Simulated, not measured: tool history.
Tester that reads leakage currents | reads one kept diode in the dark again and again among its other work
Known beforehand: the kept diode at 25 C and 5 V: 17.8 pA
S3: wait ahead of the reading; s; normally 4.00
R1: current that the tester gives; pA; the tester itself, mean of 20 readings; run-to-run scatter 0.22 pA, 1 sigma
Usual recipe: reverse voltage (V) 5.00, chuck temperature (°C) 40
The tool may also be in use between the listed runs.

Run 1, hour 0.0: usual settings. Result: R1 72.29 pA.
At hour 211.1: probe card cleaned and baked.
Run 2, hour 212.7: usual settings. Result: R1 72.31 pA.
Run 3, hour 332.8: usual settings. Result: R1 72.19 pA.
Run 4, hour 578.2: usual settings but reverse voltage (V) 1.81. Result: R1 47.14 pA.
Run 5, hour 823.8: usual settings but reverse voltage (V) 1.81. Result: R1 46.80 pA.
Run 6, hour 956.7: usual settings but reverse voltage (V) 1.81. Result: R1 47.08 pA.
Run 7, hour 1107.3: usual settings. Result: R1 71.71 pA.
At hour 1190.5: chuck's temperature calibrated.
Run 8, hour 1281.3: usual settings but S3 5.48 s. Result: R1 71.93 pA.
Run 9, hour 1432.3: usual settings but S3 5.48 s. Result: R1 72.03 pA.
Run 10, hour 1638.5: usual settings but S3 5.48 s. Result: R1 71.90 pA.
Run 11, hour 1757.8: usual settings but S3 0.73 s. Result: R1 72.70 pA.
Run 12, hour 1955.2: usual settings but chuck temperature (°C) 34. Result: R1 42.13 pA.
Run 13, hour 2172.6: usual settings but chuck temperature (°C) 20. Result: R1 11.13 pA.
Run 14, hour 2352.5: usual settings but chuck temperature (°C) 28, S3 0.50 s. Result: R1 25.10 pA.
Run 15, hour 2463.8: usual settings but reverse voltage (V) 1.90. Result: R1 48.17 pA.
Run 16, hour 2630.6: usual settings but reverse voltage (V) 1.90. Result: R1 48.20 pA.
Run 17, hour 2745.9: usual settings but reverse voltage (V) 1.90. Result: R1 47.78 pA.
Run 18, hour 2868.1: usual settings but reverse voltage (V) 8.88, chuck temperature (°C) 46, S3 2.08 s. Result: R1 155.01 pA.
Run 19, hour 3038.3: usual settings but reverse voltage (V) 5.40, chuck temperature (°C) 22, S3 3.30 s. Result: R1 13.99 pA.
At hour 3091.3: probe card cleaned and baked.
At hour 3139.1: chuck's temperature calibrated.
Run 20, hour 3244.9: usual settings but reverse voltage (V) 3.81, S3 2.41 s. Result: R1 64.41 pA.
Run 21, hour 3424.1: usual settings but reverse voltage (V) 3.81, S3 2.41 s. Result: R1 64.53 pA.
Run 22, hour 3623.0: usual settings but S3 0.61 s. Result: R1 73.03 pA.
Run 23, hour 3737.5: usual settings but reverse voltage (V) 1.34, chuck temperature (°C) 31, S3 2.02 s. Result: R1 18.29 pA.
Run 24, hour 3908.2: usual settings but reverse voltage (V) 11.78, S3 4.80 s. Result: R1 103.75 pA.

Below are 5 alternative next runs, each starting from the tool's condition after run 24. Predict each:
Run A, hour 4130.1: usual settings but reverse voltage (V) 11.78, S3 4.80 s. Result: R1 ?.
Run B, hour 4130.1: usual settings but chuck temperature (°C) 33, S3 5.00 s. Result: R1 ?.
Run C, hour 4130.1: usual settings but chuck temperature (°C) 44, S3 4.19 s. Result: R1 ?.
Run D, hour 4130.1: usual settings but reverse voltage (V) 2.97, chuck temperature (°C) 21. Result: R1 ?.
Run E, hour 4130.1: usual settings but reverse voltage (V) 4.13, chuck temperature (°C) 42, S3 0.43 s. Result: R1 ?.

run      R1
  A  102.81
  B   38.56
  C  102.25
  D    9.80
  E   79.83
Take away the tool's hidden state, keep each run's random variation, and the runs would have read:
run      R1
  A  102.72
  B   38.53
  C  102.18
  D    9.79
  E   79.78
